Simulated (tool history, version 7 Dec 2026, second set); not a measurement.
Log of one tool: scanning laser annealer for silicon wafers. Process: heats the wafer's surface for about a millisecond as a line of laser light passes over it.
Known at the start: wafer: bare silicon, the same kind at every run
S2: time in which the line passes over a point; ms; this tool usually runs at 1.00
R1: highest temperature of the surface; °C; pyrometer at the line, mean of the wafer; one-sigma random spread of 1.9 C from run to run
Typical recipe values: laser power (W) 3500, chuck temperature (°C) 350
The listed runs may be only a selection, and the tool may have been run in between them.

Run 1, hour 0.0: usual settings. Result: R1 1088 °C.
Run 2, hour 44.8: usual settings. Result: R1 1085 °C.
Run 3, hour 92.0: usual settings. Result: R1 1082 °C.
Run 4, hour 135.7: usual settings but S2 1.07 ms. Result: R1 1106 °C.
Run 5, hour 182.4: usual settings but S2 1.07 ms. Result: R1 1108 °C.
Run 6, hour 216.1: usual settings but S2 1.07 ms. Result: R1 1105 °C.
Run 7, hour 249.4: usual settings but S2 1.07 ms. Result: R1 1102 °C.
Run 8, hour 276.4: usual settings. Result: R1 1071 °C.
Run 9, hour 313.0: usual settings. Result: R1 1071 °C.
Run 10, hour 344.0: usual settings. Result: R1 1070 °C.
Run 11, hour 376.5: usual settings. Result: R1 1071 °C.
Run 12, hour 426.2: usual settings but S2 0.73 ms. Result: R1 949 °C.
Run 13, hour 452.7: usual settings but S2 0.73 ms. Result: R1 949 °C.
Run 14, hour 499.6: usual settings but S2 0.73 ms. Result: R1 947 °C.
Run 15, hour 542.5: usual settings but chuck temperature (°C) 331. Result: R1 1041 °C.
Run 16, hour 566.4: usual settings but laser power (W) 3252, chuck temperature (°C) 331. Result: R1 983 °C.
Run 17, hour 587.7: usual settings but laser power (W) 3131, chuck temperature (°C) 379. Result: R1 1005 °C.
Run 18, hour 630.5: usual settings but laser power (W) 3131, chuck temperature (°C) 379. Result: R1 1001 °C.
Run 19, hour 669.8: usual settings but laser power (W) 3518, S2 1.07 ms, chuck temperature (°C) 334. Result: R1 1072 °C.
At hour 697.5: window over the wafer cleaned.
Run 20, hour 710.3: usual settings but laser power (W) 3726, chuck temperature (°C) 311. Result: R1 1112 °C.
Run 21, hour 741.0: usual settings but laser power (W) 3166, S2 0.87 ms, chuck temperature (°C) 323. Result: R1 937 °C.
Run 22, hour 791.3: usual settings but laser power (W) 3270, chuck temperature (°C) 340. Result: R1 1024 °C.
Run 23, hour 828.3: usual settings but laser power (W) 3015, chuck temperature (°C) 314. Result: R1 936 °C.
Run 24, hour 877.9: usual settings but S2 0.86 ms. Result: R1 1028 °C.
Run 25, hour 929.1: usual settings but S2 0.86 ms. Result: R1 1020 °C.
Run 26, hour 976.1: usual settings but laser power (W) 3097, S2 0.92 ms, chuck temperature (°C) 364. Result: R1 971 °C.
Run 27, hour 1026.9: usual settings but laser power (W) 3097, S2 0.97 ms, chuck temperature (°C) 364. Result: R1 990 °C.
Run 28, hour 1070.0: usual settings but laser power (W) 3779, S2 1.01 ms, chuck temperature (°C) 390. Result: R1 1194 °C.
Run 29, hour 1104.3: usual settings but laser power (W) 3087, S2 0.75 ms, chuck temperature (°C) 322. Result: R1 859 °C.
Run 30, hour 1139.2: usual settings but laser power (W) 3087, S2 0.75 ms, chuck temperature (°C) 322. Result: R1 853 °C.

Measured less the same run without the tool's hidden state. The same run-to-run variation is in both; the gauge's scatter may not be:
Hidden conditions of the tool in this case: light that passes the window, % of a clean one's; laser's true power over the reading, %; width of the line over the set one, %; drift of the gauge itself on peak_c, C.
run   R1
  1  -24
  2  -27
  3  -28
  4  -32
  5  -34
  6  -36
  7  -38
  8  -37
  9  -39
 10  -41
 11  -42
 12  -38
 13  -38
 14  -41
 15  -50
 16  -47
 17  -46
 18  -48
 19  -59
 20  -17
 21  -14
 22  -17
 23  -18
 24  -22
 25  -24
 26  -23
 27  -26
 28  -35
 29  -25
 30  -26
